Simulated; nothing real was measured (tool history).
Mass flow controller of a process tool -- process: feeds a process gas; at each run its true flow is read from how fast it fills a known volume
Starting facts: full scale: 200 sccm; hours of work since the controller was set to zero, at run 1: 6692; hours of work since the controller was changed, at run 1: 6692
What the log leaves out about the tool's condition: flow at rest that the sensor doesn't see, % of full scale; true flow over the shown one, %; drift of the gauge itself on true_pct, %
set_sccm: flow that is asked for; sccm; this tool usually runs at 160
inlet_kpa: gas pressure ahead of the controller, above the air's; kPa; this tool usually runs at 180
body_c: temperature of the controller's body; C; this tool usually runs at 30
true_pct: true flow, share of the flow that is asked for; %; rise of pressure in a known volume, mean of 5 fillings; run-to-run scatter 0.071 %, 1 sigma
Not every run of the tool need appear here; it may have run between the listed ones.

run    hour  set_sccm  inlet_kpa  body_c  hours of work since the controller was set to zero  hours of work since the controller was changed  true_pct
  1       0       160        180      30                                                6692                                            6692      99.4
  2   297.4       160        180      30                                                6878                                            6878     99.64
  3   602.8       160        180      30                                                7069                                            7069     99.65
  4     829       160        180      33                                                7211                                            7211     99.94
  5  1119.2       160        180      30                                                7393                                            7393     100.1
  6  1383.4       101        180      30                                                7558                                            7558     99.66
     1528.2  -- controller's zero set anew
  7  1685.4       101        180      30                                                  98                                            7747    100.09
  8  1857.1       101        180      30                                                 206                                            7854    100.08
  9  2139.7       160        213      30                                                 383                                            8031    100.62
 10  2314.5       160        213      30                                                 492                                            8141     100.8
 11  2546.1       160        213      30                                                 637                                            8286    100.98
 12  2813.7       160        180      35                                                 805                                            8453    100.83
 13  3107.6       160        180      30                                                 989                                            8638    101.07
 14  3246.7       160        180      30                                                1076                                            8725    101.14
 15    3435       160        180      30                                                1194                                            8843     101.3
 16  3572.5       160        180      30                                                1280                                            8929     101.3
 17  3806.6       160        180      30                                                1427                                            9075    101.41
 18  4006.6       160        180      30                                                1552                                            9201    101.61
 19  4153.2       160        180      30                                                1644                                            9292    101.67
 20  4416.2       160        180      30                                                1809                                            9457    101.66
 21  4618.8       160        180      30                                                1936                                            9584     101.7
 22  4911.7       160        180      30                                                2119                                            9767    101.87
 23  5062.1       197        180      30                                                2213                                            9862    102.34
 24    5197       132        180      23                                                2298                                            9946    102.05
 25  5390.9       132        180      23                                                2419                                           10068    102.22
       5555  -- gauge calibrated
 26  5664.2        34        184      20                                                2590                                           10239     98.97
 27  5922.2        43        180      30                                                2752                                           10400     98.99
 28  6131.4        43        180      30                                                2883                                           10531     98.88
 29  6308.9        38        180      34                                                2994                                           10642     98.92
 30  6583.4       160        180      26                                                3166                                           10814    100.02
 31  6716.5       160        180      26                                                3249                                           10898    100.15
 32  7010.3        55        200      30                                                3433                                           11082     99.62
 33    7232       108        152      22                                                3572                                           11221     99.94
 34    7488        49        205      28                                                3732                                           11381      99.9
 35    7706       139        180      29                                                3869                                           11517    100.52
 36  8025.5       139        180      29                                                4069                                           11718    100.65
 37  8179.5       139        180      29                                                4166                                           11814    100.66
 38  8452.5       116        200      24                                                4336                                           11985    100.84
 39  8707.1        23        180      29                                                4496                                           12144    100.08
 40  8930.7       200        263      24                                                4636                                           12284    102.08
     8956.4  -- controller exchanged for a calibrated one
 41  9087.8       200        173      22                                                  82                                              82    101.54

Each row is a separate what-if for the run after 41, all from the same tool condition, not one after another. Results?
  A  9253.1        53        221      33                                                 186                                             186         ?
  B  9253.1       178        151      22                                                 186                                             186         ?
  C  9253.1       113        175      36                                                 186                                             186         ?
  D  9253.1        21        173      33                                                 186                                             186         ?
  E  9253.1       174        173      26                                                 186                                             186         ?

run  true_pct
  A    100.86
  B    101.55
  C    100.96
  D     100.4
  E    101.48
Without the tool's unlogged condition, the same runs would have read:
run  true_pct
  A        99
  B     99.68
  C      99.1
  D     98.55
  E     99.61

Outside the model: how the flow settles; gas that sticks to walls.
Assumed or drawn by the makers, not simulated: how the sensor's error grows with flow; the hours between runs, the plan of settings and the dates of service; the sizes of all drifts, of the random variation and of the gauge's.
